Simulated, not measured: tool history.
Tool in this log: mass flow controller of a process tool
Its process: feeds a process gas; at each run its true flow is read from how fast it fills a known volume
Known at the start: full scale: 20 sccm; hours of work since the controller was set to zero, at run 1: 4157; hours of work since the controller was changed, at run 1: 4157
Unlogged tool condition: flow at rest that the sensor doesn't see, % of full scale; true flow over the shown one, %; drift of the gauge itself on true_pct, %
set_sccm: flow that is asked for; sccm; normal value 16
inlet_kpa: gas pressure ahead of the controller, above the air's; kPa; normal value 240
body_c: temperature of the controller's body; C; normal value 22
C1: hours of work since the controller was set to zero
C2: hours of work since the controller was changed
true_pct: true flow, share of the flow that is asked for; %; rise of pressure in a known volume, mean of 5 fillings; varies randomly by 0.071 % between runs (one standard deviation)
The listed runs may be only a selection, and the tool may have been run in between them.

run 1 hour=0 | set_sccm=16 inlet_kpa=240 body_c=22 | C1=4157 C2=4157 | true_pct=97.94
run 2 hour=98.6 | set_sccm=16 inlet_kpa=240 body_c=22 | C1=4193 C2=4193 | true_pct=97.96
run 3 hour=157.7 | set_sccm=16 inlet_kpa=225 body_c=22 | C1=4214 C2=4214 | true_pct=97.92
run 4 hour=248.8 | set_sccm=16 inlet_kpa=240 body_c=22 | C1=4247 C2=4247 | true_pct=97.92
run 5 hour=297 | set_sccm=7 inlet_kpa=240 body_c=22 | C1=4264 C2=4264 | true_pct=97.83
run 6 hour=348.9 | set_sccm=7 inlet_kpa=240 body_c=22 | C1=4283 C2=4283 | true_pct=97.99
run 7 hour=416.1 | set_sccm=16 inlet_kpa=279 body_c=22 | C1=4308 C2=4308 | true_pct=98.05
run 8 hour=480 | set_sccm=16 inlet_kpa=279 body_c=22 | C1=4331 C2=4331 | true_pct=97.98
run 9 hour=560.6 | set_sccm=16 inlet_kpa=279 body_c=22 | C1=4360 C2=4360 | true_pct=97.86
run 10 hour=604.8 | set_sccm=16 inlet_kpa=240 body_c=22 | C1=4376 C2=4376 | true_pct=97.9
run 11 hour=707.8 | set_sccm=16 inlet_kpa=240 body_c=22 | C1=4413 C2=4413 | true_pct=97.76
run 12 hour=761.6 | set_sccm=16 inlet_kpa=240 body_c=22 | C1=4433 C2=4433 | true_pct=97.88
run 13 hour=823.5 | set_sccm=16 inlet_kpa=240 body_c=22 | C1=4455 C2=4455 | true_pct=97.94
run 14 hour=866.9 | set_sccm=15 inlet_kpa=240 body_c=22 | C1=4471 C2=4471 | true_pct=97.75
run 15 hour=915.3 | set_sccm=15 inlet_kpa=240 body_c=22 | C1=4489 C2=4489 | true_pct=97.9
run 16 hour=979.5 | set_sccm=15 inlet_kpa=240 body_c=33 | C1=4512 C2=4512 | true_pct=98.12
run 17 hour=1033 | set_sccm=5 inlet_kpa=240 body_c=33 | C1=4531 C2=4531 | true_pct=98.83
run 18 hour=1128.6 | set_sccm=5 inlet_kpa=240 body_c=33 | C1=4566 C2=4566 | true_pct=98.72
run 19 hour=1231.7 | set_sccm=5 inlet_kpa=240 body_c=33 | C1=4603 C2=4603 | true_pct=98.72
run 20 hour=1311.6 | set_sccm=5 inlet_kpa=240 body_c=33 | C1=4632 C2=4632 | true_pct=98.86
run 21 hour=1413.3 | set_sccm=5 inlet_kpa=240 body_c=33 | C1=4669 C2=4669 | true_pct=98.87
run 22 hour=1492.3 | set_sccm=5 inlet_kpa=240 body_c=33 | C1=4698 C2=4698 | true_pct=98.76
run 23 hour=1544.1 | set_sccm=5 inlet_kpa=260 body_c=33 | C1=4716 C2=4716 | true_pct=98.94
run 24 hour=1613.9 | set_sccm=5 inlet_kpa=260 body_c=33 | C1=4742 C2=4742 | true_pct=98.74
run 25 hour=1696.2 | set_sccm=2 inlet_kpa=260 body_c=33 | C1=4771 C2=4771 | true_pct=102.49
run 26 hour=1763.9 | set_sccm=4 inlet_kpa=190 body_c=34 | C1=4796 C2=4796 | true_pct=99.27
run 27 hour=1807.9 | set_sccm=4 inlet_kpa=164 body_c=35 | C1=4812 C2=4812 | true_pct=99.24
run 28 hour=1896.4 | set_sccm=4 inlet_kpa=179 body_c=22 | C1=4844 C2=4844 | true_pct=98.72
run 29 hour=1996.5 | set_sccm=4 inlet_kpa=179 body_c=22 | C1=4880 C2=4880 | true_pct=98.8
run 30 hour=2083 | set_sccm=4 inlet_kpa=171 body_c=21 | C1=4912 C2=4912 | true_pct=98.65
run 31 hour=2174.9 | set_sccm=9 inlet_kpa=240 body_c=25 | C1=4945 C2=4945 | true_pct=97.59
run 32 hour=2239.8 | set_sccm=15 inlet_kpa=160 body_c=22 | C1=4968 C2=4968 | true_pct=97.4
run 33 hour=2329.1 | set_sccm=4 inlet_kpa=240 body_c=23 | C1=5001 C2=5001 | true_pct=98.98
run 34 hour=2399.5 | set_sccm=4 inlet_kpa=240 body_c=23 | C1=5026 C2=5026 | true_pct=98.91
run 35 hour=2484.1 | set_sccm=4 inlet_kpa=240 body_c=23 | C1=5057 C2=5057 | true_pct=99.03
run 36 hour=2571.4 | set_sccm=2 inlet_kpa=240 body_c=33 | C1=5089 C2=5089 | true_pct=102.76
run 37 hour=2618.8 | set_sccm=2 inlet_kpa=240 body_c=33 | C1=5106 C2=5106 | true_pct=102.66
run 38 hour=2701.5 | set_sccm=16 inlet_kpa=278 body_c=22 | C1=5136 C2=5136 | true_pct=97.58
run 39 hour=2758.2 | set_sccm=4 inlet_kpa=144 body_c=34 | C1=5156 C2=5156 | true_pct=99.22
run 40 hour=2835.5 | set_sccm=4 inlet_kpa=144 body_c=34 | C1=5184 C2=5184 | true_pct=99.18
run 41 hour=2909.6 | set_sccm=4 inlet_kpa=144 body_c=34 | C1=5211 C2=5211 | true_pct=99.12
run 42 hour=2962 | set_sccm=4 inlet_kpa=144 body_c=34 | C1=5230 C2=5230 | true_pct=99.01
run 43 hour=3010 | set_sccm=8 inlet_kpa=157 body_c=39 | C1=5247 C2=5247 | true_pct=98
run 44 hour=3107.4 | set_sccm=8 inlet_kpa=157 body_c=39 | C1=5283 C2=5283 | true_pct=97.98
run 45 hour=3171.3 | set_sccm=9 inlet_kpa=257 body_c=39 | C1=5306 C2=5306 | true_pct=98.11
run 46 hour=3242.3 | set_sccm=16 inlet_kpa=240 body_c=39 | C1=5332 C2=5332 | true_pct=98.18
run 47 hour=3327.7 | set_sccm=11 inlet_kpa=207 body_c=22 | C1=5363 C2=5363 | true_pct=97.15
run 48 hour=3418.6 | set_sccm=16 inlet_kpa=207 body_c=22 | C1=5396 C2=5396 | true_pct=97.31
run 49 hour=3463.6 | set_sccm=3 inlet_kpa=141 body_c=27 | C1=5412 C2=5412 | true_pct=100
run 50 hour=3512.7 | set_sccm=3 inlet_kpa=141 body_c=27 | C1=5430 C2=5430 | true_pct=99.9

Results per run with the tool's hidden condition removed, run-to-run variation unchanged:
run=1 true_pct=99.49
run=2 true_pct=99.53
run=3 true_pct=99.5
run=4 true_pct=99.51
run=5 true_pct=98.47
run=6 true_pct=98.63
run=7 true_pct=99.67
run=8 true_pct=99.61
run=9 true_pct=99.5
run=10 true_pct=99.55
run=11 true_pct=99.42
run=12 true_pct=99.56
run=13 true_pct=99.62
run=14 true_pct=99.38
run=15 true_pct=99.54
run=16 true_pct=99.77
run=17 true_pct=98.78
run=18 true_pct=98.68
run=19 true_pct=98.69
run=20 true_pct=98.83
run=21 true_pct=98.84
run=22 true_pct=98.73
run=23 true_pct=98.91
run=24 true_pct=98.71
run=25 true_pct=98.42
run=26 true_pct=98.57
run=27 true_pct=98.54
run=28 true_pct=98.02
run=29 true_pct=98.09
run=30 true_pct=97.94
run=31 true_pct=98.82
run=32 true_pct=99.25
run=33 true_pct=98.27
run=34 true_pct=98.19
run=35 true_pct=98.31
run=36 true_pct=98.46
run=37 true_pct=98.35
run=38 true_pct=99.57
run=39 true_pct=98.5
run=40 true_pct=98.45
run=41 true_pct=98.39
run=42 true_pct=98.28
run=43 true_pct=99.11
run=44 true_pct=99.1
run=45 true_pct=99.44
run=46 true_pct=100.25
run=47 true_pct=98.8
run=48 true_pct=99.41
run=49 true_pct=97.99
run=50 true_pct=97.88
